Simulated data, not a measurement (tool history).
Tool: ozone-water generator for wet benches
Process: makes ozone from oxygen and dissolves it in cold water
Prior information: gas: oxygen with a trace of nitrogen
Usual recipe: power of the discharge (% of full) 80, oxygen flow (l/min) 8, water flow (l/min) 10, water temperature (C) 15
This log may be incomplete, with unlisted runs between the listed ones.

run	hour	power of the discharge (% of full)	oxygen flow (l/min)	water flow (l/min)	water temperature (C)	dissolved ozone (ppm)	ozone in the gas ahead of the water (g/m3)
1	0	80	8	10	15	32.6	204.1
# hour 93.8: contactor cleaned
2	98.8	80	4.39	10	15	35.3	266.5
3	246.3	80	8	10	15	33.3	199.9
4	391.1	80	8	10	13	34.4	200.4
5	471.2	80	8	6	13	47.1	198.2
6	622.6	80	8	6	13	46.9	199.1
7	744	80	8	10	8	37.6	197.5
8	821.7	59	8	10	8	29.9	155.5
9	901.8	59	8	10	8	29.8	155.6
10	989.6	59	8	10	8	29.5	155
11	1139.3	59	8	10	8	29.4	153.7
12	1231.2	59	8	10	8	29.2	152.7
13	1364.1	80	8	10	15	31.8	193
14	1516.3	80	8	13	15	25.7	192.9
15	1678.7	80	8	13	15	25.4	190.9
16	1833.4	80	8	10	15	31.1	186.4
17	2006.4	80	8	10	15	30.5	188.4
18	2177.3	80	7.63	11	11	30.7	189.3
# hour 2296.6: water thermometer calibrated
19	2348.2	55	8	8	7	32.3	139.4
20	2469.1	92	6.58	8	7	47.8	222.8
21	2597.1	92	6.24	8	16	40.2	228.1
22	2742.6	80	8	11	15	27.9	183.4
23	2874.4	55	8.04	10	9	25.6	137.9
24	2961	51	9.7	10	9	23.9	118.8
25	3106.5	51	9.7	10	9	24	120.7
26	3197.8	55	9.44	12	11	20.9	127
27	3368	100	8	12	15	29.5	206.6
28	3542.6	100	8	12	15	29.3	206.8
29	3638.7	43	8	10	15	18.8	114.4
30	3788.7	47	5.29	12	10	19.1	146.9
# hour 3815.5: electrodes of the discharge changed
31	3970.5	91	5.37	9	7	56.4	315.3
32	4112.9	80	13.06	10	16	33.2	183.8
33	4283.9	67	8.97	15	7	26.5	187

Alternative continuations, all from the tool just after run 33; predict every row:
A	4393.9	67	4.81	15	10	?	?
B	4393.9	59	8.97	15	11	?	?
C	4393.9	67	8.97	9	7	?	?

run	dissolved ozone (ppm)	ozone in the gas ahead of the water (g/m3)
A	24.7	248.8
B	22	167.7
C	40	187.9
Had the tool no hidden state, the same runs would have come out as:
run	dissolved ozone (ppm)	ozone in the gas ahead of the water (g/m3)
A	26.2	253
B	23.4	170.2
C	42.2	191.1
